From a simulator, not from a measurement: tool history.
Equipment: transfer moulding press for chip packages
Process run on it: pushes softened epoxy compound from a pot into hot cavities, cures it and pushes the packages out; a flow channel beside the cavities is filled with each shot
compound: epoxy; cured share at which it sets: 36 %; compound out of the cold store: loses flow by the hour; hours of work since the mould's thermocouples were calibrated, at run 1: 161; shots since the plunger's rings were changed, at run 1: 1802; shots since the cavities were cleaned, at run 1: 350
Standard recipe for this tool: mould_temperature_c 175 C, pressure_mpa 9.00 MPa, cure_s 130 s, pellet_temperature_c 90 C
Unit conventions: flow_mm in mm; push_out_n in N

run  hour  mould_temperature_c  pressure_mpa  cure_s  pellet_temperature_c  hours of work since the mould's thermocouples were calibrated  shots since the plunger's rings were changed  shots since the cavities were cleaned  incoming compound's hours out of the cold store  flow_mm  push_out_n
  1   0.0                  175          9.00     130                    90                                                            161                                          1802                                    350                                             26.4      946         568
  2  13.6                  175          9.00     130                    90                                                            167                                          1887                                    435                                             24.8      958         608
  3  24.5                  175          9.00     130                    90                                                            172                                          1954                                    502                                             42.7      910         611
     30.9  -- cavities cleaned with cleaning compound and waxed
  4  39.5                  175          9.00     130                    97                                                            177                                          2038                                     53                                             35.0      928         447
  5  47.4                  175          8.66     130                    97                                                            180                                          2088                                    103                                             40.8      892         458
  6  53.8                  175          8.66     130                    97                                                            183                                          2127                                    142                                             32.8      920         485
  7  63.4                  176          9.00     122                    90                                                            187                                          2187                                    202                                             31.8      927         555
  8  75.1                  175          7.05     160                    90                                                            192                                          2260                                    275                                             44.5      802         413
  9  84.1                  182          9.00     159                    90                                                            196                                          2316                                    331                                             32.6      897         403
 10  92.1                  175          6.87     130                    84                                                            199                                          2366                                    381                                             32.0      815         590

Consider 5 possible next runs. They are alternatives, not a sequence: every one starts from the tool as it was left by run 10. What does each give?
  A  100.8                  175          9.00     163                    80                                                            203                                          2420                                    435                                             23.7        ?           ?
  B  100.8                  175          9.00     130                    90                                                            203                                          2420                                    435                                             32.0        ?           ?
  C  100.8                  175          6.87     118                    84                                                            203                                          2420                                    435                                             38.6        ?           ?
  D  100.8                  182          9.02     130                    90                                                            203                                          2420                                    435                                             35.2        ?           ?
  E  100.8                  180         10.46     130                    90                                                            203                                          2420                                    435                                             11.7        ?           ?

run  flow_mm  push_out_n
  A      947         457
  B      929         593
  C      800         694
  D      898         464
  E     1037         469
What these runs would have given with no unlogged condition in the tool:
run  flow_mm  push_out_n
  A      980         333
  B      962         431
  C      829         505
  D      930         339
  E     1073         341
